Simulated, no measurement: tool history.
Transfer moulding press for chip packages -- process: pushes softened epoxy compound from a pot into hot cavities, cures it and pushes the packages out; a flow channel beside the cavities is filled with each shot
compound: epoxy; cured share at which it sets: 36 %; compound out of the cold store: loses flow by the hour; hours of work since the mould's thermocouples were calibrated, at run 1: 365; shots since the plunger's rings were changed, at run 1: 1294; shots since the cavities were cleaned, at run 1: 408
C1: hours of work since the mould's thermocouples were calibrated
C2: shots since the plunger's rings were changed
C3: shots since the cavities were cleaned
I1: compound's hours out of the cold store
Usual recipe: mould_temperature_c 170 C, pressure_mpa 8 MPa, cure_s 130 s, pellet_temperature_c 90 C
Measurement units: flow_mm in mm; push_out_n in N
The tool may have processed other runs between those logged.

Run 1, day 0: usual settings; C1 365; C2 1294; C3 408; I1 39.4. Result: flow_mm 912 mm, push_out_n 550 N.
At day 1.1: cavities cleaned with cleaning compound and waxed.
Run 2, day 1.846: usual settings; C1 390; C2 1672; C3 158; I1 18.3. Result: flow_mm 993 mm, push_out_n 461 N.
At day 3.983: cavities cleaned with cleaning compound and waxed.
Run 3, day 4.042: usual settings; C1 420; C2 2124; C3 12; I1 46. Result: flow_mm 875 mm, push_out_n 406 N.
Run 4, day 6.2: usual settings; C1 450; C2 2581; C3 469; I1 16.2. Result: flow_mm 988 mm, push_out_n 579 N.
At day 6.996: cavities cleaned with cleaning compound and waxed.
Run 5, day 9.275: usual settings; C1 492; C2 3220; C3 483; I1 26.8. Result: flow_mm 949 mm, push_out_n 576 N.
At day 9.954: cavities cleaned with cleaning compound and waxed.
Run 6, day 11.338: usual settings; C1 519; C2 3644; C3 293; I1 8.2. Result: flow_mm 1021 mm, push_out_n 532 N.
At day 12.862: cavities cleaned with cleaning compound and waxed.
Run 7, day 14.075: usual settings but mould_temperature_c 178 C; C1 556; C2 4211; C3 257; I1 25.3. Result: flow_mm 907 mm, push_out_n 480 N.
Run 8, day 15.433: usual settings; C1 575; C2 4499; C3 545; I1 15.4. Result: flow_mm 980 mm, push_out_n 577 N.
At day 15.812: mould's thermocouples calibrated.
At day 15.875: cavities cleaned with cleaning compound and waxed.
Run 9, day 17.5: usual settings; C1 23; C2 4906; C3 344; I1 21.4. Result: flow_mm 960 mm, push_out_n 532 N.
At day 18.442: plunger's sealing rings changed.
At day 18.962: cavities cleaned with cleaning compound and waxed.
Run 10, day 19.933: usual settings; C1 54; C2 302; C3 206; I1 14. Result: flow_mm 1023 mm, push_out_n 509 N.
Run 11, day 21.338: usual settings but mould_temperature_c 172 C; C1 74; C2 600; C3 504; I1 11.3. Result: flow_mm 1021 mm, push_out_n 568 N.
At day 21.838: cavities cleaned with cleaning compound and waxed.
Run 12, day 23.312: usual settings but cure_s 135 s; C1 100; C2 1005; C3 313; I1 33.2. Result: flow_mm 936 mm, push_out_n 513 N.
At day 24.8: cavities cleaned with cleaning compound and waxed.
Run 13, day 26.146: usual settings but cure_s 135 s; C1 139; C2 1592; C3 285; I1 20.6. Result: flow_mm 988 mm, push_out_n 515 N.
At day 27.783: cavities cleaned with cleaning compound and waxed.
Run 14, day 28.621: usual settings but pressure_mpa 9.24 MPa, cure_s 135 s, pellet_temperature_c 82 C; C1 172; C2 2104; C3 178; I1 14.8. Result: flow_mm 1079 mm, push_out_n 467 N.
At day 30.662: cavities cleaned with cleaning compound and waxed.
Run 15, day 31.075: usual settings but mould_temperature_c 169 C, pressure_mpa 6.44 MPa, cure_s 138 s, pellet_temperature_c 82 C; C1 205; C2 2610; C3 87; I1 43.5. Result: flow_mm 801 mm, push_out_n 424 N.
Run 16, day 33.329: usual settings but mould_temperature_c 175 C, pressure_mpa 9.48 MPa, cure_s 114 s; C1 237; C2 3088; C3 565; I1 16.3. Result: flow_mm 1043 mm, push_out_n 572 N.
At day 33.683: cavities cleaned with cleaning compound and waxed.
Run 17, day 35.779: usual settings but mould_temperature_c 165 C, pressure_mpa 7.97 MPa, cure_s 159 s, pellet_temperature_c 86 C; C1 270; C2 3594; C3 444; I1 9.7. Result: flow_mm 1048 mm, push_out_n 572 N.
At day 36.696: cavities cleaned with cleaning compound and waxed.
Run 18, day 38.908: usual settings but mould_temperature_c 165 C, pressure_mpa 7.97 MPa, cure_s 159 s, pellet_temperature_c 86 C; C1 312; C2 4244; C3 469; I1 41.4. Result: flow_mm 909 mm, push_out_n 548 N.
At day 39.6: cavities cleaned with cleaning compound and waxed.
Run 19, day 40.312: usual settings but mould_temperature_c 165 C, pressure_mpa 8.69 MPa, cure_s 159 s, pellet_temperature_c 81 C; C1 331; C2 4528; C3 150; I1 28.4. Result: flow_mm 1011 mm, push_out_n 459 N.
Run 20, day 42.058: usual settings but mould_temperature_c 165 C, pressure_mpa 8.69 MPa, cure_s 159 s, pellet_temperature_c 81 C; C1 355; C2 4898; C3 520; I1 21.7. Result: flow_mm 1032 mm, push_out_n 572 N.
At day 42.546: cavities cleaned with cleaning compound and waxed.
At day 43.054: plunger's sealing rings changed.
Run 21, day 45.15: usual settings but cure_s 134 s, pellet_temperature_c 89 C; C1 396; C2 444; C3 530; I1 35.7. Result: flow_mm 929 mm, push_out_n 567 N.
At day 45.6: cavities cleaned with cleaning compound and waxed.
At day 48.529: cavities cleaned with cleaning compound and waxed.
Run 22, day 48.533: usual settings but cure_s 134 s, pellet_temperature_c 89 C; C1 441; C2 1134; C3 0; I1 34.3. Result: flow_mm 937 mm, push_out_n 393 N.
Run 23, day 50.125: usual settings but mould_temperature_c 177 C, pressure_mpa 7.49 MPa, cure_s 145 s, pellet_temperature_c 91 C; C1 463; C2 1472; C3 338; I1 21.6. Result: flow_mm 913 mm, push_out_n 497 N.
At day 51.488: cavities cleaned with cleaning compound and waxed.
Run 24, day 51.638: usual settings but mould_temperature_c 177 C, pressure_mpa 7.04 MPa, cure_s 145 s, pellet_temperature_c 91 C; C1 483; C2 1780; C3 32; I1 25.4. Result: flow_mm 873 mm, push_out_n 383 N.
Run 25, day 53.304: usual settings but mould_temperature_c 177 C, pressure_mpa 7.04 MPa, cure_s 145 s, pellet_temperature_c 91 C; C1 506; C2 2133; C3 385; I1 21.8. Result: flow_mm 885 mm, push_out_n 488 N.
At day 54.562: cavities cleaned with cleaning compound and waxed.
Run 26, day 55.492: usual settings but mould_temperature_c 169 C, cure_s 125 s; C1 536; C2 2583; C3 197; I1 32.7. Result: flow_mm 933 mm, push_out_n 511 N.

Branching from run 26: 5 alternative next runs. What would each branch give?
At day 57.492: cavities cleaned with cleaning compound and waxed.
Run A, day 57.529: usual settings but mould_temperature_c 163 C, pressure_mpa 6.15 MPa, cure_s 124 s; C1 563; C2 3002; C3 9; I1 10.3. Result: flow_mm ?, push_out_n ?.
At day 57.492: cavities cleaned with cleaning compound and waxed.
Run B, day 57.529: usual settings but mould_temperature_c 166 C, pressure_mpa 7 MPa; C1 563; C2 3002; C3 9; I1 30. Result: flow_mm ?, push_out_n ?.
At day 57.492: cavities cleaned with cleaning compound and waxed.
Run C, day 57.529: usual settings but mould_temperature_c 173 C, pressure_mpa 9.63 MPa, cure_s 152 s; C1 563; C2 3002; C3 9; I1 23.6. Result: flow_mm ?, push_out_n ?.
At day 57.492: cavities cleaned with cleaning compound and waxed.
Run D, day 57.529: usual settings but mould_temperature_c 169 C, pressure_mpa 9.87 MPa, cure_s 125 s; C1 563; C2 3002; C3 9; I1 41.4. Result: flow_mm ?, push_out_n ?.
At day 57.492: cavities cleaned with cleaning compound and waxed.
Run E, day 57.529: usual settings but mould_temperature_c 169 C, pressure_mpa 7.11 MPa, cure_s 125 s; C1 563; C2 3002; C3 9; I1 15.6. Result: flow_mm ?, push_out_n ?.

run  flow_mm  push_out_n
  A      932         661
  B      899         475
  C     1038         386
  D      994         431
  E      941         446
With no hidden state in the tool, these same runs would have given:
run  flow_mm  push_out_n
  A      952         640
  B      918         458
  C     1060         371
  D     1015         415
  E      961         430

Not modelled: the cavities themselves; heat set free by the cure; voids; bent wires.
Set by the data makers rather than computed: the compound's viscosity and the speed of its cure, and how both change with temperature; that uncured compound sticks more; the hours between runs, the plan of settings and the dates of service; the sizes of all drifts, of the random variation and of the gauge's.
